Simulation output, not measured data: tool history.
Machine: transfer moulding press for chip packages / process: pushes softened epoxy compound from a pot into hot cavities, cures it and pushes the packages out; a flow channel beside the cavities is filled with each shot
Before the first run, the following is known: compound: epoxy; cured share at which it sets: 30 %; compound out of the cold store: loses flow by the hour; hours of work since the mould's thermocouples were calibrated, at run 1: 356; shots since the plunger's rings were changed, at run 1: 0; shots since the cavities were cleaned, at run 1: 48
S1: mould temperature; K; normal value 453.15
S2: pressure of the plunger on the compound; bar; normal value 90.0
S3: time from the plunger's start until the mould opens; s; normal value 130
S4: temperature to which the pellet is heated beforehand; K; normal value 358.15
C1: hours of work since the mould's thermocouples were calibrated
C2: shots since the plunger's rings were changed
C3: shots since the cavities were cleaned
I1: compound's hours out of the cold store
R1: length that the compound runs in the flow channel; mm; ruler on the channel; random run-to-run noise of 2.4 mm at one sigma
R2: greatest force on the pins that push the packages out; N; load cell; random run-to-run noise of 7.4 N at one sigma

run 1 day=0.000 | S1=453.15 S2=90.0 S3=130 S4=358.15 | C1=356 C2=0 C3=48 | I1=45.5 | R1=660 R2=319
run 2 day=1.421 | S1=453.15 S2=90.0 S3=130 S4=358.15 | C1=376 C2=297 C3=345 | I1=12.3 | R1=743 R2=423
-- day=2.508 cavities cleaned with cleaning compound and waxed
run 3 day=2.508 | S1=453.15 S2=90.0 S3=130 S4=358.15 | C1=391 C2=511 C3=0 | I1=20.9 | R1=713 R2=578
run 4 day=4.738 | S1=453.15 S2=90.0 S3=130 S4=358.15 | C1=423 C2=977 C3=466 | I1=44.3 | R1=649 R2=578
-- day=5.192 cavities cleaned with cleaning compound and waxed
run 5 day=6.392 | S1=453.15 S2=90.0 S3=130 S4=352.15 | C1=446 C2=1309 C3=251 | I1=19.6 | R1=705 R2=386
run 6 day=7.742 | S1=453.15 S2=90.0 S3=130 S4=352.15 | C1=466 C2=1592 C3=534 | I1=24.4 | R1=694 R2=454
-- day=8.004 cavities cleaned with cleaning compound and waxed
run 7 day=10.108 | S1=453.15 S2=90.0 S3=130 S4=352.15 | C1=499 C2=2073 C3=440 | I1=10.7 | R1=720 R2=448
-- day=10.721 cavities cleaned with cleaning compound and waxed
run 8 day=12.508 | S1=453.15 S2=90.0 S3=130 S4=352.15 | C1=533 C2=2561 C3=373 | I1=12.0 | R1=709 R2=415
-- day=13.379 cavities cleaned with cleaning compound and waxed
-- day=13.938 cavities cleaned with cleaning compound and waxed, once more
run 9 day=14.083 | S1=453.15 S2=72.5 S3=130 S4=358.15 | C1=554 C2=2864 C3=30 | I1=22.8 | R1=606 R2=312
run 10 day=15.621 | S1=453.15 S2=90.0 S3=130 S4=358.15 | C1=576 C2=3185 C3=351 | I1=27.3 | R1=655 R2=391
-- day=16.621 cavities cleaned with cleaning compound and waxed
-- day=16.888 plunger's sealing rings changed
run 11 day=17.642 | S1=453.15 S2=90.0 S3=130 S4=358.15 | C1=603 C2=157 C3=192 | I1=24.8 | R1=710 R2=355
run 12 day=19.092 | S1=453.15 S2=90.0 S3=130 S4=358.15 | C1=624 C2=460 C3=495 | I1=24.0 | R1=709 R2=449
-- day=19.517 cavities cleaned with cleaning compound and waxed
run 13 day=20.354 | S1=453.15 S2=90.0 S3=130 S4=358.15 | C1=641 C2=710 C3=175 | I1=9.3 | R1=750 R2=348
-- day=22.292 cavities cleaned with cleaning compound and waxed
run 14 day=22.475 | S1=453.15 S2=72.1 S3=161 S4=350.15 | C1=671 C2=1140 C3=38 | I1=43.9 | R1=583 R2=265
run 15 day=24.321 | S1=453.15 S2=90.0 S3=163 S4=352.15 | C1=697 C2=1526 C3=424 | I1=29.0 | R1=681 R2=341
-- day=25.050 cavities cleaned with cleaning compound and waxed
run 16 day=25.829 | S1=453.15 S2=90.0 S3=163 S4=352.15 | C1=718 C2=1828 C3=163 | I1=46.6 | R1=639 R2=287
-- day=27.771 cavities cleaned with cleaning compound and waxed
run 17 day=27.971 | S1=451.15 S2=77.6 S3=130 S4=358.15 | C1=748 C2=2263 C3=42 | I1=38.5 | R1=608 R2=337
run 18 day=29.196 | S1=457.15 S2=107.1 S3=130 S4=356.15 | C1=766 C2=2518 C3=297 | I1=32.8 | R1=711 R2=346
-- day=30.162 mould's thermocouples calibrated
run 19 day=30.333 | S1=453.15 S2=82.5 S3=156 S4=358.15 | C1=2 C2=2739 C3=518 | I1=45.0 | R1=606 R2=389
-- day=30.521 cavities cleaned with cleaning compound and waxed
run 20 day=32.012 | S1=453.15 S2=73.3 S3=130 S4=359.15 | C1=26 C2=3077 C3=312 | I1=19.4 | R1=621 R2=391
-- day=33.175 cavities cleaned with cleaning compound and waxed
run 21 day=33.329 | S1=453.15 S2=90.0 S3=143 S4=349.15 | C1=44 C2=3339 C3=33 | I1=9.3 | R1=705 R2=285
-- day=33.746 plunger's sealing rings changed
run 22 day=35.708 | S1=452.15 S2=90.0 S3=114 S4=368.15 | C1=77 C2=410 C3=508 | I1=9.2 | R1=752 R2=650
-- day=35.958 cavities cleaned with cleaning compound and waxed
run 23 day=37.362 | S1=452.15 S2=90.0 S3=114 S4=368.15 | C1=100 C2=743 C3=294 | I1=9.1 | R1=746 R2=563
-- day=38.721 cavities cleaned with cleaning compound and waxed
run 24 day=39.475 | S1=452.15 S2=90.0 S3=114 S4=368.15 | C1=129 C2=1171 C3=158 | I1=18.5 | R1=718 R2=487
-- day=41.408 cavities cleaned with cleaning compound and waxed
run 25 day=41.408 | S1=449.15 S2=90.0 S3=114 S4=362.15 | C1=156 C2=1562 C3=0 | I1=34.5 | R1=677 R2=518
run 26 day=43.379 | S1=458.15 S2=90.0 S3=130 S4=353.15 | C1=185 C2=1974 C3=412 | I1=39.5 | R1=642 R2=358

What if the next run were any one of these 5? Each begins from the tool's condition after run 26:
-- day=44.079 cavities cleaned with cleaning compound and waxed
run A day=44.525 | S1=447.15 S2=88.7 S3=130 S4=355.15 | C1=200 C2=2200 C3=94 | I1=9.7 | R1=? R2=?
-- day=44.079 cavities cleaned with cleaning compound and waxed
run B day=44.525 | S1=458.15 S2=90.0 S3=144 S4=360.15 | C1=200 C2=2200 C3=94 | I1=46.8 | R1=? R2=?
-- day=44.079 cavities cleaned with cleaning compound and waxed
run C day=44.525 | S1=458.15 S2=90.0 S3=133 S4=351.15 | C1=200 C2=2200 C3=94 | I1=42.4 | R1=? R2=?
-- day=44.079 cavities cleaned with cleaning compound and waxed
run D day=44.525 | S1=458.15 S2=90.0 S3=129 S4=353.15 | C1=200 C2=2200 C3=94 | I1=22.3 | R1=? R2=?
-- day=44.079 cavities cleaned with cleaning compound and waxed
run E day=44.525 | S1=458.15 S2=90.0 S3=130 S4=365.15 | C1=200 C2=2200 C3=94 | I1=34.3 | R1=? R2=?

run=A R1=727 R2=509
run=B R1=625 R2=270
run=C R1=632 R2=292
run=D R1=680 R2=293
run=E R1=653 R2=282
Had the tool no hidden state, the same runs would have come out as:
run=A R1=759 R2=449
run=B R1=652 R2=239
run=C R1=659 R2=259
run=D R1=710 R2=260
run=E R1=681 R2=249

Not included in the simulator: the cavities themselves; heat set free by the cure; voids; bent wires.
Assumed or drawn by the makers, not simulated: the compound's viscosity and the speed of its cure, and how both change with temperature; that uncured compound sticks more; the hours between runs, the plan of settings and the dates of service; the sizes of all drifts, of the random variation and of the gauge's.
